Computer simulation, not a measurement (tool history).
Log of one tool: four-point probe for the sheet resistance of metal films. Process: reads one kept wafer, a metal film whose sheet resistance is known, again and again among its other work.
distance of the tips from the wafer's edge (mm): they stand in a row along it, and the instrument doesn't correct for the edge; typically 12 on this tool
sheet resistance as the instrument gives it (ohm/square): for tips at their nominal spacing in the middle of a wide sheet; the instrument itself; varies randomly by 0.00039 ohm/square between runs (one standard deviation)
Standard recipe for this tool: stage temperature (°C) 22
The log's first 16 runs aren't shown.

run	day	stage temperature (°C)	distance of the tips from the wafer's edge (mm)	touches since the probe head was changed	hours of work since the stage's thermometer was calibrated	sheet resistance as the instrument gives it (ohm/square)
17	14.558	22	39	39686	958	1.932725
18	15.229	28	46	40319	970	1.933595
19	16.171	28	46	41210	987	1.933650
20	17.325	28	46	42301	1007	1.933139
21	18.150	20	25	43081	1022	1.932461
22	18.958	27	17	43845	1037	1.934014
23	20.046	22	6	44870	1056	1.939008
24	21.221	22	6	45983	1077	1.939666
25	22.179	19	61	46890	1095	1.932432
26	22.962	19	61	47627	1109	1.931807
27	23.667	19	61	48292	1121	1.932238
28	24.308	20	34	48900	1133	1.932164
29	25.521	29	14	50046	1154	1.934387
30	26.567	33	31	51034	1173	1.933532
31	27.283	21	5	51711	1186	1.942962
32	27.925	19	13	52319	1198	1.933265
33	28.917	22	4	53258	1215	1.949051

5 options for the next run, each taken on its own from the tool as it stands now. Forecast them:
A	29.950	22	3	54234	1234	?
B	29.950	31	19	54234	1234	?
C	29.950	29	3	54234	1234	?
D	29.950	19	12	54234	1234	?
E	29.950	29	4	54234	1234	?

run	sheet resistance as the instrument gives it (ohm/square)
A	1.961022
B	1.933688
C	1.961481
D	1.933622
E	1.949360
Had the tool no hidden state, the same runs would have come out as:
run	sheet resistance as the instrument gives it (ohm/square)
A	1.961123
B	1.933788
C	1.961583
D	1.933722
E	1.949461
